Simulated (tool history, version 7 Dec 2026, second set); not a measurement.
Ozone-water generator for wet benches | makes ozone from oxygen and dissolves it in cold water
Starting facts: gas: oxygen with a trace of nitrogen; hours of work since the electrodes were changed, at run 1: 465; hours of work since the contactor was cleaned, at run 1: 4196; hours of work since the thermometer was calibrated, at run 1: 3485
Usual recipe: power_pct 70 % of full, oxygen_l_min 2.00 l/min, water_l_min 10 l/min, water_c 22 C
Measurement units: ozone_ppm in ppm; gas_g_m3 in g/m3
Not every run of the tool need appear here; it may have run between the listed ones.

run      day  power_pct  oxygen_l_min  water_l_min  water_c  hours of work since the electrodes were changed  hours of work since the contactor was cleaned  hours of work since the thermometer was calibrated  ozone_ppm  gas_g_m3
  1    0.000         70          2.00           10       22                                              465                                           4196                                                3485       19.6     250.0
  2    4.279         70          2.00           10       22                                              564                                           4296                                                3584       19.6     250.6
  3    9.325         70          2.00           10       22                                              681                                           4413                                                3701       19.5     247.2
  4   15.108         70          2.00            9       22                                              815                                           4547                                                3835       21.3     247.9
  5   19.062         70          3.14           10       22                                              907                                           4638                                                3927       18.1     185.7
  6   24.871         70          3.14           10       22                                             1041                                           4773                                                4061       18.6     183.6
  7   31.633         70          3.14           10       22                                             1198                                           4930                                                4218       18.6     185.5
  8   38.683         98          2.00           10       22                                             1362                                           5093                                                4381       25.5     324.2
      44.042  -- contactor cleaned
  9   44.042         70          2.00           10       16                                             1482                                              0                                                4502       21.1     245.6
 10   51.329         70          2.00           10       16                                             1651                                            169                                                4671       20.9     244.6
 11   54.896         70          2.00           10       15                                             1733                                            252                                                4753       21.2     245.9
 12   60.088         70          2.00           10       15                                             1854                                            372                                                4873       21.0     244.0
 13   66.021         70          2.00            6       22                                             1991                                            509                                                5011       29.9     244.5
 14   73.175         95          1.50           12       23                                             2157                                            675                                                5177       20.7     376.0
 15   77.933         95          1.50           12       23                                             2267                                            785                                                5287       20.6     375.2
 16   83.929         95          1.50           12       23                                             2406                                            924                                                5426       20.9     376.0
 17   88.729         70          1.33           10       22                                             2518                                           1036                                                5537       19.7     315.0
      90.404  -- gauge calibrated
 18   95.921         70          1.33           10       19                                             2684                                           1202                                                5704       20.3     323.0
 19  101.896         58          2.00           10       25                                             2823                                           1341                                                5842       15.9     214.5
 20  106.367         70          2.00           15       16                                             2926                                           1444                                                5946       14.0     249.7
     108.154  -- water thermometer calibrated
 21  112.592         86          2.59           11       18                                             3070                                           1588                                                 103       22.0     246.3
 22  119.267         70          1.79           10       22                                             3225                                           1743                                                 258       19.6     264.9
 23  125.721         82          2.00           10       22                                             3374                                           1892                                                 407       22.4     279.1
 24  132.858         58          2.00           10       15                                             3540                                           2058                                                 573       18.2     210.3
 25  139.562         70          2.00            7       26                                             3695                                           2213                                                 728       25.2     247.6
 26  143.588         70          3.10            8       28                                             3788                                           2307                                                 821       19.6     182.5

Take each entry between the runs: how does the hidden state at the last listed run before it differ from the hidden state at the first listed run after it?
From run 8 to run 9: contactor cleaned (day 44.042)
  yield of the discharge, % of new electrodes': 100 -> 99.9; contactor's efficiency, % of a clean one's: 99.8 -> 100; drift of the gauge itself on gas_g_m3, %: -1.23 -> -1.4
  measured less the result without the state, gas_g_m3: -4.2 -> -3.6 g/m3
From run 17 to run 18: gauge calibrated (day 90.404)
  contactor's efficiency, % of a clean one's: 100 -> 99.9; drift of the gauge itself on gas_g_m3, %: -2.82 -> -0.18
  measured less the result without the state, gas_g_m3: -9.4 -> -0.9 g/m3
From run 20 to run 21: water thermometer calibrated (day 108.154)
  true water temperature over the reading, C: 0.01 -> 0; drift of the gauge itself on gas_g_m3, %: -0.51 -> -0.71
  measured less the result without the state, gas_g_m3: -1.6 -> -2.0 g/m3

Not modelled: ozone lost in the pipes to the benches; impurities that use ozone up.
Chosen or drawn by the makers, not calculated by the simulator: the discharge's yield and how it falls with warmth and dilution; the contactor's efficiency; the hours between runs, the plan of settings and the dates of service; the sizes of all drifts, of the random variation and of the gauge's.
